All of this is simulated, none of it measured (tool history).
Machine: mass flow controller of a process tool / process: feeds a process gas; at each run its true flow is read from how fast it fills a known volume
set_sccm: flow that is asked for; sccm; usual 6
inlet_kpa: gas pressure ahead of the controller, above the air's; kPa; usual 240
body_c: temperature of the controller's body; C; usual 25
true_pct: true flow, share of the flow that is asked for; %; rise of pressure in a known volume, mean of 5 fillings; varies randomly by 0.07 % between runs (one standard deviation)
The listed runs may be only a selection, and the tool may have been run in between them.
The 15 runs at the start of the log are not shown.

| run | hour | set_sccm | inlet_kpa | body_c | hours of work since the controller was set to zero | hours of work since the controller was changed | true_pct |
|---|---|---|---|---|---|---|---|
| 16 | 5765.5 | 6 | 240 | 25 | 4639 | 4639 | 104.37 |
| 17 | 6011.5 | 16 | 240 | 25 | 4831 | 4831 | 103.99 |
| 18 | 6424.4 | 16 | 211 | 25 | 5153 | 5153 | 104.34 |
| 19 | 6845.3 | 6 | 240 | 25 | 5481 | 5481 | 105.56 |
| 20 | 7152 | 2 | 160 | 31 | 5720 | 5720 | 113.22 |
| 21 | 7651 | 3 | 166 | 22 | 6108 | 6108 | 109.75 |
|  | 7791.1 | controller exchanged for a calibrated one |
| 22 | 8216.1 | 3 | 166 | 22 | 331 | 331 | 98.11 |
| 23 | 8558 | 3 | 166 | 22 | 598 | 598 | 98.53 |
| 24 | 9034.5 | 2 | 145 | 20 | 969 | 969 | 99.64 |
| 25 | 9510.2 | 2 | 219 | 20 | 1340 | 1340 | 100.42 |
| 26 | 10032 | 4 | 150 | 34 | 1746 | 1746 | 101.13 |
| 27 | 10374.8 | 4 | 150 | 34 | 2014 | 2014 | 101.56 |
| 28 | 10897.6 | 6 | 240 | 22 | 2421 | 2421 | 100.92 |
| 29 | 11391.7 | 6 | 240 | 22 | 2806 | 2806 | 101.47 |
| 30 | 11917.7 | 6 | 228 | 38 | 3216 | 3216 | 102.86 |
| 31 | 12461.4 | 6 | 258 | 33 | 3640 | 3640 | 103.11 |
| 32 | 12843.5 | 6 | 258 | 33 | 3938 | 3938 | 103.57 |
| 33 | 13399.6 | 6 | 258 | 33 | 4371 | 4371 | 104.17 |
| 34 | 13658.9 | 6 | 258 | 33 | 4573 | 4573 | 104.43 |
| 35 | 13958.1 | 4 | 202 | 32 | 4806 | 4806 | 106.03 |
| 36 | 14482.5 | 4 | 240 | 25 | 5215 | 5215 | 106.14 |
| 37 | 15029.9 | 4 | 240 | 25 | 5642 | 5642 | 106.77 |
| 38 | 15448.2 | 4 | 231 | 32 | 5968 | 5968 | 107.75 |

Here are 3 independent what-if runs from the current tool condition. What would each one return?
| A | 15719.3 | 6 | 153 | 25 | 6179 | 6179 | ? |
| B | 15719.3 | 5 | 147 | 27 | 6179 | 6179 | ? |
| C | 15719.3 | 13 | 220 | 23 | 6179 | 6179 | ? |

| run | true_pct |
|---|---|
| A | 106.2 |
| B | 106.93 |
| C | 104.67 |
Stripped of hidden state, with their random variation kept, the same runs would have yielded:
| run | true_pct |
|---|---|
| A | 98.15 |
| B | 98.09 |
| C | 98.76 |
